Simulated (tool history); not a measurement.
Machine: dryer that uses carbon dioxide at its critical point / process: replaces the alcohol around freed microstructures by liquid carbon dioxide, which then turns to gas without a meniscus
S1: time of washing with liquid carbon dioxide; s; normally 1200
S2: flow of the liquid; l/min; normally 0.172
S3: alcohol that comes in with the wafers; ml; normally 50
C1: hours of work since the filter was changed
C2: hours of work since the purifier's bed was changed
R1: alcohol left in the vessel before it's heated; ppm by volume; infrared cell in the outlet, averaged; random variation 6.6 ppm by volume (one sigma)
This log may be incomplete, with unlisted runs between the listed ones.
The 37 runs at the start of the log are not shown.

run    hour    S1     S2  S3   C1    C2   R1
 38   983.6  1140  0.238  29  325   937  250
 39  1002.9  1140  0.283  23  334   947  222
 40  1027.8  1140  0.283  23  346   959  221
 41  1043.5  1200  0.172  70  354   966  835
 42  1077.3  1860  0.135  50  370   982  345
 43  1107.3  1860  0.135  50  385   997  353
 44  1135.4  1860  0.135  50  398  1010  353
 45  1160.6  1860  0.135  50  410  1022  356
     1178.6  -- inlet filter changed
 46  1192.6  1860  0.135  50    7  1037  302
 47  1216.7  1860  0.135  50   18  1049  304

Predict each of these 4 candidate next runs independently; none follows another, all start after run 47:
  A  1250.4  1860  0.145  50  34  1065   ?
  B  1250.4  1800  0.172  50  34  1065   ?
  C  1250.4  1860  0.195  50  34  1065   ?
  D  1250.4  1080  0.134  49  34  1065   ?

run    R1
  A   279
  B   239
  C   234
  D  1858
Had the tool no hidden state, the same runs would have come out as:
run    R1
  A    55
  B    14
  C    12
  D  1576
